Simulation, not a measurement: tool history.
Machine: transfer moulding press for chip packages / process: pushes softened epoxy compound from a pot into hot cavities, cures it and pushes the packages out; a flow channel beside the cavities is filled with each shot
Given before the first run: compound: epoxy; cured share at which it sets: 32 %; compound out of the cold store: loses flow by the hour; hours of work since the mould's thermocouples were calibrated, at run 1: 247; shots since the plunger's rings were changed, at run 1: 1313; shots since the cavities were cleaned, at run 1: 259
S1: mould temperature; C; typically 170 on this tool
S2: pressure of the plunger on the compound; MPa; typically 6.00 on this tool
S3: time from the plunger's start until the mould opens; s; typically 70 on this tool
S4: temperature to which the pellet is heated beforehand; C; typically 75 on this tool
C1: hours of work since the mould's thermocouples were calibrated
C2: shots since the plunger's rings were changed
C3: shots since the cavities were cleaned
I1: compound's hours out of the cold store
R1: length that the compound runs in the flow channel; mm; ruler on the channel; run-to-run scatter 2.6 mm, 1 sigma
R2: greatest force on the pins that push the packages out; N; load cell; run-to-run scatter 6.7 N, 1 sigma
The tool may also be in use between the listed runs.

run 1 hour=0.0 | S1=170 S2=6.00 S3=70 S4=75 | C1=247 C2=1313 C3=259 | I1=17.7 | R1=691 R2=356
run 2 hour=35.8 | S1=170 S2=7.46 S3=70 S4=75 | C1=273 C2=1870 C3=816 | I1=24.4 | R1=735 R2=460
-- hour=54.4 cavities cleaned with cleaning compound and waxed
-- hour=95.5 mould's thermocouples calibrated
run 3 hour=95.7 | S1=170 S2=6.00 S3=70 S4=68 | C1=0 C2=2748 C3=611 | I1=40.0 | R1=590 R2=427
-- hour=127.1 cavities cleaned with cleaning compound and waxed
run 4 hour=128.1 | S1=170 S2=6.00 S3=70 S4=75 | C1=23 C2=3229 C3=17 | I1=31.1 | R1=625 R2=293
-- hour=140.9 plunger's sealing rings changed
-- hour=199.9 cavities cleaned with cleaning compound and waxed
run 5 hour=200.2 | S1=170 S2=6.00 S3=70 S4=75 | C1=72 C2=901 C3=5 | I1=41.2 | R1=603 R2=297
run 6 hour=255.7 | S1=170 S2=6.00 S3=70 S4=75 | C1=113 C2=1764 C3=868 | I1=18.2 | R1=687 R2=465
-- hour=271.9 cavities cleaned with cleaning compound and waxed
run 7 hour=318.9 | S1=170 S2=6.00 S3=70 S4=75 | C1=158 C2=2723 C3=731 | I1=8.2 | R1=720 R2=481
-- hour=341.2 cavities cleaned with cleaning compound and waxed
-- hour=369.1 plunger's sealing rings changed
run 8 hour=388.9 | S1=170 S2=6.00 S3=70 S4=75 | C1=206 C2=307 C3=701 | I1=23.5 | R1=682 R2=446
-- hour=417.0 cavities cleaned with cleaning compound and waxed
run 9 hour=425.7 | S1=170 S2=6.00 S3=70 S4=75 | C1=232 C2=857 C3=135 | I1=22.5 | R1=682 R2=337
-- hour=438.6 mould's thermocouples calibrated, once more
run 10 hour=477.5 | S1=170 S2=6.00 S3=70 S4=67 | C1=28 C2=1632 C3=910 | I1=16.6 | R1=693 R2=442
-- hour=488.5 cavities cleaned with cleaning compound and waxed
run 11 hour=511.1 | S1=165 S2=6.00 S3=70 S4=67 | C1=52 C2=2131 C3=351 | I1=26.2 | R1=666 R2=461
-- hour=561.2 cavities cleaned with cleaning compound and waxed
run 12 hour=582.8 | S1=170 S2=6.00 S3=70 S4=75 | C1=103 C2=3223 C3=336 | I1=25.3 | R1=641 R2=361
-- hour=596.4 plunger's sealing rings changed
run 13 hour=618.2 | S1=170 S2=6.00 S3=70 S4=75 | C1=127 C2=339 C3=848 | I1=32.4 | R1=643 R2=416
-- hour=635.0 cavities cleaned with cleaning compound and waxed
run 14 hour=651.0 | S1=170 S2=6.00 S3=70 S4=75 | C1=150 C2=826 C3=249 | I1=19.7 | R1=690 R2=345
run 15 hour=688.3 | S1=170 S2=6.00 S3=70 S4=75 | C1=177 C2=1407 C3=830 | I1=47.5 | R1=576 R2=413
-- hour=704.7 cavities cleaned with cleaning compound and waxed
run 16 hour=761.1 | S1=177 S2=6.00 S3=69 S4=75 | C1=229 C2=2516 C3=877 | I1=12.3 | R1=687 R2=409
-- hour=777.5 cavities cleaned with cleaning compound and waxed
run 17 hour=809.2 | S1=177 S2=6.00 S3=69 S4=75 | C1=263 C2=3241 C3=494 | I1=43.5 | R1=561 R2=357
-- hour=820.4 plunger's sealing rings changed
-- hour=849.5 cavities cleaned with cleaning compound and waxed
run 18 hour=870.5 | S1=170 S2=7.24 S3=62 S4=78 | C1=305 C2=757 C3=327 | I1=11.4 | R1=799 R2=450
-- hour=886.3 mould's thermocouples calibrated
-- hour=922.0 cavities cleaned with cleaning compound and waxed
run 19 hour=943.5 | S1=170 S2=7.24 S3=62 S4=78 | C1=41 C2=1837 C3=334 | I1=36.5 | R1=669 R2=426
-- hour=994.1 cavities cleaned with cleaning compound and waxed
run 20 hour=1016.1 | S1=170 S2=7.24 S3=62 S4=78 | C1=92 C2=2944 C3=342 | I1=14.6 | R1=751 R2=453
-- hour=1047.9 plunger's sealing rings changed
-- hour=1066.8 cavities cleaned with cleaning compound and waxed
run 21 hour=1070.1 | S1=173 S2=6.11 S3=103 S4=78 | C1=129 C2=322 C3=52 | I1=19.8 | R1=692 R2=252
-- hour=1136.0 cavities cleaned with cleaning compound and waxed
run 22 hour=1142.8 | S1=164 S2=5.00 S3=84 S4=74 | C1=181 C2=1429 C3=105 | I1=21.0 | R1=633 R2=323
-- hour=1206.5 cavities cleaned with cleaning compound and waxed
run 23 hour=1210.3 | S1=164 S2=5.00 S3=84 S4=74 | C1=229 C2=2456 C3=59 | I1=19.0 | R1=631 R2=308
run 24 hour=1244.9 | S1=171 S2=6.88 S3=70 S4=75 | C1=254 C2=2995 C3=598 | I1=37.3 | R1=634 R2=384
-- hour=1273.8 plunger's sealing rings changed
-- hour=1281.6 cavities cleaned with cleaning compound and waxed
run 25 hour=1312.4 | S1=167 S2=4.63 S3=61 S4=66 | C1=301 C2=577 C3=479 | I1=17.6 | R1=621 R2=656

5 options for the next run, each taken on its own from the tool as it stands now. Forecast them:
-- hour=1334.3 mould's thermocouples calibrated
-- hour=1358.8 cavities cleaned with cleaning compound and waxed
run A hour=1371.6 | S1=167 S2=4.55 S3=70 S4=78 | C1=26 C2=1443 C3=199 | I1=15.3 | R1=? R2=?
-- hour=1334.3 mould's thermocouples calibrated
-- hour=1358.8 cavities cleaned with cleaning compound and waxed
run B hour=1371.6 | S1=170 S2=6.00 S3=59 S4=75 | C1=26 C2=1443 C3=199 | I1=11.0 | R1=? R2=?
-- hour=1334.3 mould's thermocouples calibrated
-- hour=1358.8 cavities cleaned with cleaning compound and waxed
run C hour=1371.6 | S1=167 S2=4.63 S3=98 S4=66 | C1=26 C2=1443 C3=199 | I1=12.6 | R1=? R2=?
-- hour=1334.3 mould's thermocouples calibrated
-- hour=1358.8 cavities cleaned with cleaning compound and waxed
run D hour=1371.6 | S1=167 S2=5.67 S3=85 S4=78 | C1=26 C2=1443 C3=199 | I1=31.1 | R1=? R2=?
-- hour=1334.3 mould's thermocouples calibrated
-- hour=1358.8 cavities cleaned with cleaning compound and waxed
run E hour=1371.6 | S1=170 S2=7.08 S3=70 S4=81 | C1=26 C2=1443 C3=199 | I1=10.4 | R1=? R2=?

run=A R1=619 R2=394
run=B R1=718 R2=438
run=C R1=635 R2=302
run=D R1=623 R2=308
run=E R1=785 R2=343
Without the tool's hidden state the same runs would have given:
run=A R1=634 R2=320
run=B R1=737 R2=354
run=C R1=651 R2=246
run=D R1=639 R2=250
run=E R1=806 R2=278

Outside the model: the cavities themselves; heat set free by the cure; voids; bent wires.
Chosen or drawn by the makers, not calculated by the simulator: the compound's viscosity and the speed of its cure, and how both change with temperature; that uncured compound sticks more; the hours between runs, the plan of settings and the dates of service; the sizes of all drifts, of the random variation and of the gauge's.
